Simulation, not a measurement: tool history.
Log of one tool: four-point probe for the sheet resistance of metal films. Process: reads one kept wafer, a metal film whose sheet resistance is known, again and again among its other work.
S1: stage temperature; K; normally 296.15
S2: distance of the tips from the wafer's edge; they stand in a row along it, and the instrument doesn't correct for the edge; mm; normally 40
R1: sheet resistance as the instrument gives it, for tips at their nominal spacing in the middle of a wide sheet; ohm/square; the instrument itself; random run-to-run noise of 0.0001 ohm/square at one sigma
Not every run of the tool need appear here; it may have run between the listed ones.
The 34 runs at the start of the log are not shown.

run     day      S1  S2        R1
 35  39.108  294.15  11  0.502812
 36  40.671  294.15  62  0.499330
 37  41.896  297.15  62  0.498176
 38  43.121  297.15  51  0.498081
 39  44.525  295.15  12  0.502081
 40  45.400  295.15  12  0.502132
 41  46.667  305.15  40  0.495232
 42  48.117  296.15  29  0.499169
 43  49.421  294.15  70  0.499456

Predict the results of run 44:
 44  50.204  296.15  28   ?

For run 44 the tool returned R1 0.499289 ohm/square.
If the tool had no hidden condition, the same run with the same run-to-run variation would have returned R1 0.498062 ohm/square.
